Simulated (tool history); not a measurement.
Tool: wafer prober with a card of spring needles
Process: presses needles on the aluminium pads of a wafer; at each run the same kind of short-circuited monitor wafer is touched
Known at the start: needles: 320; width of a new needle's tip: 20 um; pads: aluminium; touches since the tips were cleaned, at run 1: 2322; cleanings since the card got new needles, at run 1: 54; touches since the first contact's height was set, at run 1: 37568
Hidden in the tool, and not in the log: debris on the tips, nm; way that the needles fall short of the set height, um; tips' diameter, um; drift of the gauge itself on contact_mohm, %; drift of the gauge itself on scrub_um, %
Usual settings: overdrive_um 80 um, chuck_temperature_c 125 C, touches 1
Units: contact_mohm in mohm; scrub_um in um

run	hour	overdrive_um	chuck_temperature_c	touches	touches since the tips were cleaned	cleanings since the card got new needles	touches since the first contact's height was set	contact_mohm	scrub_um
1	0.0	80	125	1	2322	54	37568	270	12.481
# hour 11.7: tips cleaned on abrasive film
2	24.5	80	125	1	5858	55	48712	291	12.475
# hour 27.8: tips cleaned on abrasive film
# hour 43.8: tips cleaned on abrasive film
3	46.2	80	125	2	1077	57	58537	257	12.447
# hour 59.4: tips cleaned on abrasive film
4	59.4	80	125	2	0	58	64520	242	12.447
5	72.2	80	125	2	5831	58	70351	269	12.439
# hour 76.1: tips cleaned on abrasive film
6	87.6	80	125	2	5273	59	77359	268	12.427
# hour 92.5: tips cleaned on abrasive film
# hour 99.9: height of the first contact set anew
7	101.5	80	125	2	4006	60	748	267	12.520
# hour 109.2: tips cleaned on abrasive film
8	118.2	80	125	2	4118	61	8333	269	12.507
# hour 125.6: tips cleaned on abrasive film
9	136.4	80	125	2	4920	62	16567	267	12.503
# hour 141.8: tips cleaned on abrasive film
10	153.8	80	125	2	5506	63	24485	272	12.497
# hour 157.4: tips cleaned on abrasive film
11	168.4	80	113	1	5010	64	31088	287	12.483
# hour 173.0: tips cleaned on abrasive film
# hour 189.2: tips cleaned on abrasive film
12	191.3	80	113	1	988	66	41491	254	12.465
# hour 206.2: tips cleaned on abrasive film
13	213.9	80	125	1	3555	67	51769	279	12.456
# hour 221.8: tips cleaned on abrasive film
14	235.5	80	64	3	6249	68	61570	247	12.453
# hour 237.6: tips cleaned on abrasive film
15	250.8	65	49	1	6051	69	68534	315	10.098
# hour 254.0: tips cleaned on abrasive film
# hour 270.3: tips cleaned on abrasive film
16	270.3	65	49	1	0	71	77349	229	10.081
# hour 282.6: height of the first contact set anew
# hour 286.6: tips cleaned on abrasive film
17	287.2	83	124	1	260	72	2023	244	12.982
# hour 303.5: tips cleaned on abrasive film
18	308.0	80	61	2	2067	73	11495	246	12.506
# hour 319.4: tips cleaned on abrasive film
19	326.9	87	44	2	3408	74	20071	246	13.592
# hour 336.0: tips cleaned on abrasive film
# hour 351.8: tips cleaned on abrasive film
20	351.8	80	122	2	0	76	31360	241	12.482
21	366.6	77	35	2	6743	76	38103	265	12.018
# hour 368.4: tips cleaned on abrasive film
22	380.1	77	35	2	5340	77	44228	258	12.007
# hour 384.2: tips cleaned on abrasive film
# hour 400.3: tips cleaned on abrasive film
23	404.2	77	35	2	1750	79	55143	238	11.990

Forecast each of these 4 alternatives for the next run:
# hour 417.4: tips cleaned on abrasive film
A	418.9	96	56	2	674	80	61819	?	?
# hour 417.4: tips cleaned on abrasive film
B	418.9	83	35	3	674	80	61819	?	?
# hour 417.4: tips cleaned on abrasive film
C	418.9	75	30	2	674	80	61819	?	?
# hour 417.4: tips cleaned on abrasive film
D	418.9	77	48	2	674	80	61819	?	?

run	contact_mohm	scrub_um
A	229	14.955
B	223	12.920
C	229	11.667
D	233	11.976
Without the tool's hidden state the same runs would have given:
run	contact_mohm	scrub_um
A	222	15.026
B	217	12.991
C	217	11.738
D	222	12.047
